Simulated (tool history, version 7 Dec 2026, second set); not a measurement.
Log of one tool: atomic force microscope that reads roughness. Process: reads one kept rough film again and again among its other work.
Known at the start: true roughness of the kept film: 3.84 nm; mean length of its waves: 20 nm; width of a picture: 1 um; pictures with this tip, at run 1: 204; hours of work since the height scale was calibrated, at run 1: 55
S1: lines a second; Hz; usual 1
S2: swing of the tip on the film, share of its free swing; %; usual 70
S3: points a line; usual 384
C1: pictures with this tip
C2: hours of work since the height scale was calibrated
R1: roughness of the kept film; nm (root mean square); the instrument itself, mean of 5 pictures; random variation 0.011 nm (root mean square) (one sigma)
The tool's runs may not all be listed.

| run | hour | S1 | S2 | S3 | C1 | C2 | R1 |
|---|---|---|---|---|---|---|---|
| 1 | 0 | 1 | 70 | 384 | 204 | 55 | 1.433 |
| 2 | 9.9 | 1 | 70 | 384 | 214 | 61 | 1.369 |
| 3 | 22.3 | 1 | 70 | 384 | 226 | 69 | 1.331 |
| 4 | 29.1 | 1 | 70 | 384 | 232 | 73 | 1.32 |
| 5 | 34.9 | 1 | 70 | 384 | 238 | 76 | 1.326 |
|  | 36.2 | new tip fitted |
| 6 | 47.9 | 1 | 70 | 384 | 11 | 84 | 2.466 |
| 7 | 59.6 | 1 | 70 | 384 | 22 | 91 | 2.393 |
| 8 | 70 | 1 | 70 | 384 | 32 | 97 | 2.297 |
| 9 | 75.9 | 1.61 | 70 | 384 | 38 | 100 | 2.192 |
| 10 | 82.8 | 1.61 | 70 | 384 | 45 | 105 | 2.118 |
| 11 | 88.1 | 1.61 | 70 | 384 | 50 | 108 | 2.088 |
| 12 | 100.6 | 1 | 58 | 384 | 62 | 115 | 2.127 |
| 13 | 105.8 | 1 | 58 | 384 | 67 | 118 | 2.109 |
| 14 | 111.1 | 1 | 58 | 384 | 72 | 121 | 2.085 |
| 15 | 122.1 | 1 | 88 | 384 | 83 | 128 | 1.785 |
| 16 | 134 | 1 | 88 | 384 | 94 | 135 | 1.739 |
| 17 | 143.1 | 0.77 | 70 | 384 | 103 | 140 | 1.863 |
| 18 | 149.6 | 1 | 70 | 354 | 109 | 144 | 1.803 |
| 19 | 158.3 | 1 | 70 | 354 | 117 | 150 | 1.768 |
| 20 | 170.5 | 1 | 70 | 384 | 129 | 157 | 1.716 |
| 21 | 176.2 | 3.36 | 70 | 384 | 135 | 160 | 1.502 |
| 22 | 182.8 | 2.99 | 81 | 507 | 141 | 164 | 1.355 |
| 23 | 190.2 | 2.99 | 81 | 639 | 148 | 169 | 1.337 |
| 24 | 200.4 | 2.99 | 56 | 459 | 158 | 175 | 1.597 |
| 25 | 210.4 | 1.31 | 60 | 338 | 168 | 181 | 1.593 |
| 26 | 220.3 | 1.31 | 60 | 338 | 177 | 187 | 1.538 |
| 27 | 230.2 | 1.31 | 79 | 338 | 187 | 192 | 1.402 |
| 28 | 242.4 | 1.31 | 71 | 378 | 198 | 200 | 1.428 |
| 29 | 248 | 1.93 | 64 | 898 | 204 | 203 | 1.441 |
| 30 | 260 | 0.51 | 55 | 274 | 216 | 210 | 1.459 |
| 31 | 267.7 | 2.67 | 59 | 274 | 223 | 215 | 1.334 |
| 32 | 273.7 | 2.67 | 59 | 274 | 229 | 218 | 1.319 |
| 33 | 283.1 | 2.31 | 62 | 278 | 238 | 224 | 1.292 |
|  | 285.2 | new tip fitted |
| 34 | 291.5 | 2.3 | 55 | 384 | 6 | 229 | 2.514 |
| 35 | 299.4 | 1.44 | 55 | 311 | 14 | 233 | 2.474 |
| 36 | 309 | 1.44 | 55 | 311 | 23 | 239 | 2.412 |
| 37 | 317 | 1.44 | 55 | 311 | 31 | 244 | 2.335 |
| 38 | 326.6 | 1.44 | 55 | 311 | 40 | 250 | 2.265 |
| 39 | 332.2 | 1.44 | 55 | 311 | 46 | 253 | 2.216 |
| 40 | 338.8 | 1.44 | 55 | 311 | 52 | 257 | 2.171 |
| 41 | 349 | 0.56 | 68 | 867 | 62 | 263 | 2.172 |

Measured less the same run without the tool's hidden state. The same run-to-run variation is in both; the gauge's scatter may not be:
The hidden state here: radius of the tip, nm; height scale over the true one, %; drift of the gauge itself on roughness_nm, %.
| run | R1 |
|---|---|
| 1 | -1.19 |
| 2 | -1.204 |
| 3 | -1.23 |
| 4 | -1.254 |
| 5 | -1.283 |
| 6 | -0.111 |
| 7 | -0.215 |
| 8 | -0.296 |
| 9 | -0.333 |
| 10 | -0.373 |
| 11 | -0.407 |
| 12 | -0.521 |
| 13 | -0.565 |
| 14 | -0.593 |
| 15 | -0.587 |
| 16 | -0.647 |
| 17 | -0.746 |
| 18 | -0.767 |
| 19 | -0.807 |
| 20 | -0.864 |
| 21 | -0.793 |
| 22 | -0.747 |
| 23 | -0.772 |
| 24 | -0.988 |
| 25 | -1.052 |
| 26 | -1.07 |
| 27 | -1.026 |
| 28 | -1.103 |
| 29 | -1.137 |
| 30 | -1.224 |
| 31 | -1.155 |
| 32 | -1.173 |
| 33 | -1.197 |
| 34 | -0.075 |
| 35 | -0.147 |
| 36 | -0.226 |
| 37 | -0.293 |
| 38 | -0.358 |
| 39 | -0.408 |
| 40 | -0.447 |
| 41 | -0.53 |
